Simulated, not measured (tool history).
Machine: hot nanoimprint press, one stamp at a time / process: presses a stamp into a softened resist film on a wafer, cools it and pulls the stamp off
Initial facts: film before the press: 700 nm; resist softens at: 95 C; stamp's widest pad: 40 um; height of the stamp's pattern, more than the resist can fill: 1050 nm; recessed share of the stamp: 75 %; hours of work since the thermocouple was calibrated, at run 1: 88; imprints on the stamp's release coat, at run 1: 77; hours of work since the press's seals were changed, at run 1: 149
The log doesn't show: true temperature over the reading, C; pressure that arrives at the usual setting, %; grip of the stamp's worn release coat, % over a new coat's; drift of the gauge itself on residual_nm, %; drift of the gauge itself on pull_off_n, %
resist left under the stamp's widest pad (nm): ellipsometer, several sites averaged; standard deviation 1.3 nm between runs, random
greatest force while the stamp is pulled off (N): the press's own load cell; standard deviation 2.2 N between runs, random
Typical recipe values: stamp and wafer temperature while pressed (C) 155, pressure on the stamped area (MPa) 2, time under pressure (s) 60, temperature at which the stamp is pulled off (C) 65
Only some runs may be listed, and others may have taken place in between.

run,day,stamp and wafer temperature while pressed (C),pressure on the stamped area (MPa),time under pressure (s),temperature at which the stamp is pulled off (C),hours of work since the thermocouple was calibrated,imprints on the stamp's release coat,hours of work since the press's seals were changed,resist left under the stamp's widest pad (nm),greatest force while the stamp is pulled off (N)
1,0,155,2,60,65,88,77,149,409.3,189
2,0.271,155,2,60,65,92,96,153,413.3,189
3,0.583,155,2,60,65,95,118,156,409.1,188
4,0.971,155,2,60,65,100,145,161,409.5,193
5,1.271,155,1.35,60,65,104,166,165,484.5,192
6,1.608,155,1.35,60,65,108,189,169,482,193
7,2.033,155,2,60,65,113,219,174,410,193
8,2.575,155,2,60,66,120,257,181,409.1,193
9,2.846,155,2,60,68,123,276,184,410.6,185
10,3.246,155,2,60,65,128,304,189,410,192
11,3.6,154,2,94,65,132,328,193,369.3,194
12,4.1,162,1.48,94,65,138,363,199,322.7,196
13,4.558,151,2,35,65,144,395,205,527.4,198
14,5.004,158,1.88,35,61,149,427,210,444.3,208
15,5.275,157,1.4,60,65,153,445,214,448.5,200
16,5.629,157,1.4,60,65,157,470,218,449.6,198
17,5.921,157,1.4,60,65,160,491,221,450.6,201
18,6.221,157,1.4,60,65,164,511,225,446.3,203
19,6.579,155,2.99,60,65,168,537,230,334.6,204

Same runs, no hidden state in the tool, same run-to-run variation:
run,resist left under the stamp's widest pad (nm),greatest force while the stamp is pulled off (N)
1,412.9,188
2,417.1,187
3,412.9,186
4,413.5,190
5,489.4,188
6,487.1,189
7,414.3,187
8,413.7,186
9,415.2,178
10,414.9,184
11,374.2,186
12,327.3,186
13,532.7,187
14,449.5,195
15,454.9,188
16,456.1,185
17,457.3,187
18,453,189
19,338.2,188
